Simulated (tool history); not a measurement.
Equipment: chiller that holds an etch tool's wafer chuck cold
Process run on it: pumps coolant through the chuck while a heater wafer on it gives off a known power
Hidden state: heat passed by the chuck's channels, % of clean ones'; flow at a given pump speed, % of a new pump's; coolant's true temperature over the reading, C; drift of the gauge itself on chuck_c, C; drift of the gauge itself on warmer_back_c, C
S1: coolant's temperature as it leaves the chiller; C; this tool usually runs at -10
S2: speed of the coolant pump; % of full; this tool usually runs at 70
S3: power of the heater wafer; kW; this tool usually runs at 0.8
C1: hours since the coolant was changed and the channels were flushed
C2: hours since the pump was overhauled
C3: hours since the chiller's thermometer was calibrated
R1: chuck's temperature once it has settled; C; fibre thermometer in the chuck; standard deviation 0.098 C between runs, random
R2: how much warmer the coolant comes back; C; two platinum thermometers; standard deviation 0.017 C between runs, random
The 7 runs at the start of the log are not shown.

run,hour,S1,S2,S3,C1,C2,C3,R1,R2
8,1160.8,-3,66,0.8,3733,5780,5141,4.53,2.25
# hour 1343.7: chiller's thermometer calibrated
9,1354.1,-3,66,0.8,3925,5973,10,4.21,2.26
10,1532.2,-3,66,0.8,4103,6151,189,4.36,2.25
11,1662.3,-10,70,0.756,4233,6281,319,-3.27,2.04
12,1789.9,-10,70,0.8,4361,6408,446,-2.75,2.13
13,1892.4,-10,70,1.184,4463,6511,549,0.82,3.15
14,2095.5,-10,70,0.8,4667,6714,752,-2.75,2.15
15,2294.5,-10,70,0.8,4866,6913,951,-2.62,2.11
16,2492.7,-10,70,0.8,5064,7111,1149,-2.72,2.15
17,2604.7,-10,70,1.077,5176,7223,1261,0.03,2.86
18,2784.5,-4,91,0.938,5356,7403,1441,3.55,1.95
19,2915.3,-3,91,0.519,5486,7534,1572,1.16,1.1
20,3060.8,-3,91,0.519,5632,7679,1717,1.29,1.09
21,3259.8,-12,70,0.8,5831,7878,1916,-4.69,2.14
22,3416.1,-13,79,0.431,5987,8035,2072,-9.07,1.03
23,3583,-12,93,0.522,6154,8202,2239,-7.53,1.06

Run 24 comes next. What will it give?
24,3716.1,-19,93,0.522,6287,8335,2372,?,?

{"run 24": {"R1": -14.86, "R2": 1.04}}
Take away the tool's hidden state, keep the run-to-run variation as it was, and the same run would have given R1 -15.43 C, R2 0.97 C.
